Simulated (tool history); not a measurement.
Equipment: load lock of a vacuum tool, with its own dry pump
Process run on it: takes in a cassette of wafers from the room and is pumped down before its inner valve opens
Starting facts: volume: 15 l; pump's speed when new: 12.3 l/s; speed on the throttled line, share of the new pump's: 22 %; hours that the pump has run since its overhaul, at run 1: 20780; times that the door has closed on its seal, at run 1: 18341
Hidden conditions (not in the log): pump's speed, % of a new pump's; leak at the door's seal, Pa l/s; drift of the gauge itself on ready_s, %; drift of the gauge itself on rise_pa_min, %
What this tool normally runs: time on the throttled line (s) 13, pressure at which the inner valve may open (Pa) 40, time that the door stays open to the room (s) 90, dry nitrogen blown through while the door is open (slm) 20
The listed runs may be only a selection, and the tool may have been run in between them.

run	hour	time on the throttled line (s)	pressure at which the inner valve may open (Pa)	time that the door stays open to the room (s)	dry nitrogen blown through while the door is open (slm)	hours that the pump has run since its overhaul	times that the door has closed on its seal	incoming humidity of the room's air, %	time from the closed door until the inner valve may open (s)	rise of the pressure with all valves shut (Pa/min)
1	0.0	13	40	90	20	20780	18341	44.6	20.82	0.202
2	207.8	13	40	90	20	20988	18784	49.1	20.82	0.210
# hour 374.4: dry pump taken out, an overhauled one fitted
3	406.0	13	40	90	20	32	19193	46.1	19.64	0.217
4	608.7	13	40	90	20	234	19625	47.4	19.52	0.223
5	826.3	13	40	90	20	452	20089	47.2	19.66	0.226
6	1074.9	13	40	77	20	700	20619	45.5	19.65	0.223
7	1316.3	13	40	77	20	942	21133	46.2	19.70	0.233
8	1439.0	13	40	77	20	1065	21394	43.5	19.74	0.238
9	1589.7	13	40	77	20	1215	21715	39.4	19.74	0.237
10	1823.3	13	40	90	20	1449	22213	43.2	19.77	0.242
11	1925.4	13	40	90	20	1551	22431	44.1	19.85	0.252
12	2038.4	13	40	90	20	1664	22672	45.1	19.72	0.256
13	2185.8	16	40	26	10	1811	22986	45.0	22.11	0.249
14	2287.8	14	40	90	22	1913	23203	45.3	20.54	0.268

Estimate the outcome of run 15 from the log above:
15	2516.6	17	63	90	20	2142	23691	47.5	?	?

time from the closed door until the inner valve may open (s): 22.23
rise of the pressure with all valves shut (Pa/min): 0.280
Without the tool's hidden state the same run would have given time from the closed door until the inner valve may open (s) 22.18, rise of the pressure with all valves shut (Pa/min) 0.055.

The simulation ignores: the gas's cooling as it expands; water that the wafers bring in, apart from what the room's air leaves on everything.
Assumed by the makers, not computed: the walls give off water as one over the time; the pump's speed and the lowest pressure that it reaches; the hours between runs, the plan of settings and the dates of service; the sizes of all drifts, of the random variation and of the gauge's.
